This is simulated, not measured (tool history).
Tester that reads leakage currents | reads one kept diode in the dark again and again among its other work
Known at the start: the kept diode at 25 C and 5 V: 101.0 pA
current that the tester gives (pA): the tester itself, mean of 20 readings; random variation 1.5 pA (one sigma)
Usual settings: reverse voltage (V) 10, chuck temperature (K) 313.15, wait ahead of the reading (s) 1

run	hour	reverse voltage (V)	chuck temperature (K)	wait ahead of the reading (s)	current that the tester gives (pA)
1	0	10	313.15	1	500.73
2	66.9	1.1	313.15	1	223.9
3	147.2	1.1	313.15	1	222.63
4	203	1.1	313.15	1	221.3
5	245.7	1.1	313.15	1	221.68
6	293.8	1.1	313.15	1	220.76
7	353.7	1.1	313.15	1	220.43
8	411.9	10	308.15	1	314.54
9	475.1	10	308.15	1	317.54
10	515.3	10	313.15	1	490.4
11	587.5	10	313.15	1	490.98
12	648.8	10	313.15	1	488.56
13	709.4	10	313.15	1	487.21
14	780.3	10	313.15	1	484.88
15	865.7	10	313.15	1	480.68
16	938.5	10	313.15	1	478.41
17	991.5	10	313.15	1	477.63
18	1044.1	10	313.15	1	477.82
# hour 1101.7: chuck's temperature calibrated
19	1107.8	5.3	313.15	1	406.82
20	1191.6	10	294.15	1	97.02
21	1230.2	6.1	313.15	6.08	425.78
22	1298.4	5.8	332.15	0.81	1977.51
23	1347.8	10	313.15	0.84	512.12
24	1393.4	10	313.15	0.31	511.92
25	1453.4	10	313.15	0.31	510.72
26	1516.5	10	295.15	0.31	107.93
# hour 1572.9: probe card cleaned and baked
27	1572.9	10	318.15	1	754.31
28	1655.2	14.1	309.15	4.16	390.06
29	1708.7	14.1	302.15	4.16	205.26
30	1745.8	10.2	317.15	4.5	695.66
31	1821.2	1.2	302.15	0.63	83.26
32	1896.4	2.3	301.15	0.51	96.35
33	1981.6	6.9	313.15	1	422.29
34	2047.2	1.1	296.15	1	44.84
35	2124.4	8	313.15	3.29	440.83
36	2192.7	10.1	331.15	2.32	2119.14
37	2256	10	313.15	3.22	475.12
38	2341.7	10	313.15	3.22	474.21
39	2387.7	7.8	294.15	4.91	77.91
# hour 2404.6: tester calibrated
40	2437.5	4.7	307.15	1.35	216.12

Some steps in current that the tester gives (pA) between neighbouring runs. How much of each would the tool show without its hidden state too (settings, what came in, random variation), and how much is left for the hidden state, with any gauge scatter that isn't in both results?
The hidden state here: stray current of the dirty probe card, pA a volt; current scale over the true one, %; true chuck temperature over the reading, C; drift of the gauge itself on leakage_pa, %.
Run 21 -> 22: reverse voltage (V) 6.1 -> 5.8, chuck temperature (K) 313.15 -> 332.15, wait ahead of the reading (s) 6.08 -> 0.81. current that the tester gives (pA) +1551.73: hidden state -43.18, all else +1594.91.
Run 35 -> 36: reverse voltage (V) 8 -> 10.1, chuck temperature (K) 313.15 -> 331.15, wait ahead of the reading (s) 3.29 -> 2.32. current that the tester gives (pA) +1678.31: hidden state -128.89, all else +1807.2.
Run 36 -> 37: reverse voltage (V) 10.1 -> 10, chuck temperature (K) 331.15 -> 313.15, wait ahead of the reading (s) 2.32 -> 3.22. current that the tester gives (pA) -1644.02: hidden state +124.03, all else -1768.05.

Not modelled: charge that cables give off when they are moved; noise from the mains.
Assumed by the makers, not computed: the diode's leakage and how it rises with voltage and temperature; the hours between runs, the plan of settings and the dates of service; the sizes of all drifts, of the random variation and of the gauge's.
